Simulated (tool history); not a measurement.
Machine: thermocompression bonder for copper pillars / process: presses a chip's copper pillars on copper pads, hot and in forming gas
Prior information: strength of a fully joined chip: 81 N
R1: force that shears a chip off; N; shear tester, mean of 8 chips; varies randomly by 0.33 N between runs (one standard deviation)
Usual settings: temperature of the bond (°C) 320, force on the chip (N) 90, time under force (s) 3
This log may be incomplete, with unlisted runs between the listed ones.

{"run": 1, "hour": 0.0, "temperature of the bond (°C)": 320, "force on the chip (N)": 90, "time under force (s)": 3, "R1": 60.2}
{"run": 2, "hour": 27.7, "temperature of the bond (°C)": 320, "force on the chip (N)": 90, "time under force (s)": 3, "R1": 61.1}
{"run": 3, "hour": 69.4, "temperature of the bond (°C)": 320, "force on the chip (N)": 90, "time under force (s)": 3, "R1": 60.8}
{"run": 4, "hour": 107.4, "temperature of the bond (°C)": 320, "force on the chip (N)": 90, "time under force (s)": 3, "R1": 61.1}
{"run": 5, "hour": 139.1, "temperature of the bond (°C)": 320, "force on the chip (N)": 90, "time under force (s)": 3, "R1": 61}
{"run": 6, "hour": 187.9, "temperature of the bond (°C)": 320, "force on the chip (N)": 90, "time under force (s)": 3, "R1": 61}
{"run": 7, "hour": 228.9, "temperature of the bond (°C)": 320, "force on the chip (N)": 90, "time under force (s)": 3, "R1": 60.7}
{"run": 8, "hour": 268.9, "temperature of the bond (°C)": 320, "force on the chip (N)": 90, "time under force (s)": 3, "R1": 60.2}
{"run": 9, "hour": 312.6, "temperature of the bond (°C)": 320, "force on the chip (N)": 90, "time under force (s)": 3, "R1": 60.6}
{"run": 10, "hour": 350.5, "temperature of the bond (°C)": 320, "force on the chip (N)": 90, "time under force (s)": 3, "R1": 61}
{"hour": 354.2, "done": "forming gas filter changed"}
{"run": 11, "hour": 388.6, "temperature of the bond (°C)": 320, "force on the chip (N)": 90, "time under force (s)": 3, "R1": 62.7}
{"run": 12, "hour": 424.9, "temperature of the bond (°C)": 312, "force on the chip (N)": 90, "time under force (s)": 3, "R1": 60.5}
{"run": 13, "hour": 477.4, "temperature of the bond (°C)": 312, "force on the chip (N)": 90, "time under force (s)": 3, "R1": 60.6}
{"run": 14, "hour": 521.5, "temperature of the bond (°C)": 320, "force on the chip (N)": 90, "time under force (s)": 3, "R1": 62.2}
{"run": 15, "hour": 562.3, "temperature of the bond (°C)": 320, "force on the chip (N)": 90, "time under force (s)": 3, "R1": 63.1}
{"run": 16, "hour": 590.7, "temperature of the bond (°C)": 320, "force on the chip (N)": 90, "time under force (s)": 4, "R1": 66.2}
{"run": 17, "hour": 623.1, "temperature of the bond (°C)": 320, "force on the chip (N)": 90, "time under force (s)": 3, "R1": 61.2}
{"run": 18, "hour": 661.9, "temperature of the bond (°C)": 320, "force on the chip (N)": 90, "time under force (s)": 3, "R1": 62}
{"run": 19, "hour": 692.9, "temperature of the bond (°C)": 320, "force on the chip (N)": 90, "time under force (s)": 3, "R1": 62.8}
{"run": 20, "hour": 723.6, "temperature of the bond (°C)": 335, "force on the chip (N)": 117, "time under force (s)": 2, "R1": 66}
{"run": 21, "hour": 756.3, "temperature of the bond (°C)": 310, "force on the chip (N)": 90, "time under force (s)": 4, "R1": 63.3}
{"run": 22, "hour": 789.0, "temperature of the bond (°C)": 342, "force on the chip (N)": 87, "time under force (s)": 2, "R1": 60.7}
{"run": 23, "hour": 840.1, "temperature of the bond (°C)": 315, "force on the chip (N)": 67, "time under force (s)": 3, "R1": 53.8}
{"run": 24, "hour": 887.9, "temperature of the bond (°C)": 349, "force on the chip (N)": 81, "time under force (s)": 8, "R1": 75.1}
{"run": 25, "hour": 924.3, "temperature of the bond (°C)": 349, "force on the chip (N)": 81, "time under force (s)": 8, "R1": 74.2}
{"run": 26, "hour": 947.6, "temperature of the bond (°C)": 294, "force on the chip (N)": 90, "time under force (s)": 6, "R1": 63.4}
{"run": 27, "hour": 972.0, "temperature of the bond (°C)": 294, "force on the chip (N)": 90, "time under force (s)": 6, "R1": 63.8}
{"hour": 975.1, "done": "forming gas filter changed"}
{"run": 28, "hour": 1020.7, "temperature of the bond (°C)": 342, "force on the chip (N)": 73, "time under force (s)": 6, "R1": 72.8}
{"run": 29, "hour": 1063.0, "temperature of the bond (°C)": 314, "force on the chip (N)": 105, "time under force (s)": 7, "R1": 73.9}
{"run": 30, "hour": 1105.4, "temperature of the bond (°C)": 314, "force on the chip (N)": 105, "time under force (s)": 7, "R1": 74.2}
{"run": 31, "hour": 1132.9, "temperature of the bond (°C)": 322, "force on the chip (N)": 105, "time under force (s)": 7, "R1": 75.5}
{"run": 32, "hour": 1169.9, "temperature of the bond (°C)": 320, "force on the chip (N)": 90, "time under force (s)": 3, "R1": 63.1}
{"run": 33, "hour": 1199.8, "temperature of the bond (°C)": 320, "force on the chip (N)": 90, "time under force (s)": 3, "R1": 63.2}
{"run": 34, "hour": 1247.9, "temperature of the bond (°C)": 310, "force on the chip (N)": 107, "time under force (s)": 8, "R1": 73.9}
{"run": 35, "hour": 1292.9, "temperature of the bond (°C)": 310, "force on the chip (N)": 107, "time under force (s)": 8, "R1": 73.9}

Run by run, hidden condition taken away, random variation retained:
The tool's hidden condition here consists of: true temperature of the bond over the reading, C; force that reaches the chip, % of what is set; oxide that the forming gas leaves, % of the face; drift of the gauge itself on shear_n, %.
run=1 R1=59.4
run=2 R1=60.3
run=3 R1=60
run=4 R1=60.4
run=5 R1=60.3
run=6 R1=60.4
run=7 R1=60.2
run=8 R1=59.7
run=9 R1=60.2
run=10 R1=60.7
run=11 R1=60.3
run=12 R1=58
run=13 R1=58.1
run=14 R1=59.9
run=15 R1=60.9
run=16 R1=64.3
run=17 R1=59.1
run=18 R1=60
run=19 R1=60.8
run=20 R1=64.5
run=21 R1=61.4
run=22 R1=59
run=23 R1=51.5
run=24 R1=75.7
run=25 R1=74.9
run=26 R1=61.7
run=27 R1=62.2
run=28 R1=70.4
run=29 R1=71.8
run=30 R1=72.1
run=31 R1=73.9
run=32 R1=59.7
run=33 R1=59.9
run=34 R1=72.5
run=35 R1=72.6

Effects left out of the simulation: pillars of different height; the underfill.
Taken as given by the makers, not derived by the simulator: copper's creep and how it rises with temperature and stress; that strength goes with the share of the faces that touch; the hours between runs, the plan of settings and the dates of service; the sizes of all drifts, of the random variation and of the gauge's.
